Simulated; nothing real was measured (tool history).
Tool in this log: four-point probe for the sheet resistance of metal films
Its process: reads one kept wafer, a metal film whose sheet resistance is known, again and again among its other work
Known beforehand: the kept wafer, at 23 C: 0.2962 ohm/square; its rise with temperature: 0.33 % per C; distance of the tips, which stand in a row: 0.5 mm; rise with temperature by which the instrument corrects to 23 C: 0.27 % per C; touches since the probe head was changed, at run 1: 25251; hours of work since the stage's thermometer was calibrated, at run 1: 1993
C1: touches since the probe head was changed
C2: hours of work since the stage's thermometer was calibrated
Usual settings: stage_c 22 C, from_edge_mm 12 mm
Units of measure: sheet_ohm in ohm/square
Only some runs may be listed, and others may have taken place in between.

{"run": 1, "hour": 0.0, "stage_c": 22, "from_edge_mm": 12, "C1": 25251, "C2": 1993, "sheet_ohm": 0.297598}
{"run": 2, "hour": 24.7, "stage_c": 22, "from_edge_mm": 30, "C1": 26097, "C2": 2012, "sheet_ohm": 0.297398}
{"run": 3, "hour": 48.0, "stage_c": 22, "from_edge_mm": 12, "C1": 26895, "C2": 2030, "sheet_ohm": 0.297481}
{"run": 4, "hour": 73.6, "stage_c": 32, "from_edge_mm": 12, "C1": 27773, "C2": 2049, "sheet_ohm": 0.29923}
{"run": 5, "hour": 95.1, "stage_c": 32, "from_edge_mm": 12, "C1": 28509, "C2": 2066, "sheet_ohm": 0.299353}
{"run": 6, "hour": 116.1, "stage_c": 32, "from_edge_mm": 12, "C1": 29228, "C2": 2082, "sheet_ohm": 0.299267}
{"run": 7, "hour": 128.1, "stage_c": 32, "from_edge_mm": 12, "C1": 29642, "C2": 2091, "sheet_ohm": 0.299201}
{"run": 8, "hour": 146.5, "stage_c": 32, "from_edge_mm": 12, "C1": 30270, "C2": 2105, "sheet_ohm": 0.299359}
{"run": 9, "hour": 168.8, "stage_c": 30, "from_edge_mm": 9, "C1": 31034, "C2": 2122, "sheet_ohm": 0.299281}

Run 10 comes next. What will it give?
{"run": 10, "hour": 186.0, "stage_c": 26, "from_edge_mm": 44, "C1": 31625, "C2": 2136, "sheet_ohm": "?"}

Run 10 measured sheet_ohm 0.298021 ohm/square.
On a tool with no hidden condition, and with the same random variation, this run would have come out at sheet_ohm 0.296668 ohm/square.

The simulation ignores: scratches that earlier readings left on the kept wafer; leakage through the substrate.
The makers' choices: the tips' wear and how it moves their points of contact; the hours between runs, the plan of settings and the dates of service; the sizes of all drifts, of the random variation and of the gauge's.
